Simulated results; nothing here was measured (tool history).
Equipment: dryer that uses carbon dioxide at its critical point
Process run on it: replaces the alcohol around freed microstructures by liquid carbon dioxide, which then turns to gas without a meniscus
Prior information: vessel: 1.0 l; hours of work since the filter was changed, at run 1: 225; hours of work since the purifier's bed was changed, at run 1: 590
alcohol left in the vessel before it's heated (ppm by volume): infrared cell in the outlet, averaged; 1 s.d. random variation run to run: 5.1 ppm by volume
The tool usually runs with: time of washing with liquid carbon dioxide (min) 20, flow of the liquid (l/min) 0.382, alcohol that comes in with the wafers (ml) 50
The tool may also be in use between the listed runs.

run	hour	time of washing with liquid carbon dioxide (min)	flow of the liquid (l/min)	alcohol that comes in with the wafers (ml)	hours of work since the filter was changed	hours of work since the purifier's bed was changed	alcohol left in the vessel before it's heated (ppm by volume)
1	0	20	0.382	50	225	590	221
2	25.5	20	0.382	50	243	609	232
3	39	20	0.382	50	253	618	216
4	63.6	20	0.382	50	270	636	242
5	80.2	20	0.382	50	282	648	241
6	96.2	20	0.382	50	294	660	236
7	113.4	20	0.382	50	306	672	242
8	129	20	0.382	50	317	683	250
9	149.5	20	0.382	50	332	698	249
10	169.1	20	0.382	50	346	712	269
11	181.4	13	0.326	66	355	721	2277
12	200.5	13	0.326	66	369	734	2244
13	216.3	20	0.548	50	380	746	177
14	231.1	16	0.646	50	391	756	188
15	254.6	16	0.646	50	407	773	198
16	273	31	0.385	26	421	786	182
17	287.3	31	0.336	118	431	797	211

Consider 5 possible next runs. They are alternatives, not a sequence: every one starts from the tool as it was left by run 17. What does each give?
A	311.8	31	0.336	106	448	814	?
B	311.8	31	0.277	118	448	814	?
C	311.8	20	0.236	50	448	814	?
D	311.8	32	0.283	31	448	814	?
E	311.8	19	0.393	50	448	814	?

run	alcohol left in the vessel before it's heated (ppm by volume)
A	222
B	307
C	1316
D	210
E	310
Stripped of hidden state, with their random variation kept, the same runs would have yielded:
run	alcohol left in the vessel before it's heated (ppm by volume)
A	28
B	79
C	849
D	20
E	87

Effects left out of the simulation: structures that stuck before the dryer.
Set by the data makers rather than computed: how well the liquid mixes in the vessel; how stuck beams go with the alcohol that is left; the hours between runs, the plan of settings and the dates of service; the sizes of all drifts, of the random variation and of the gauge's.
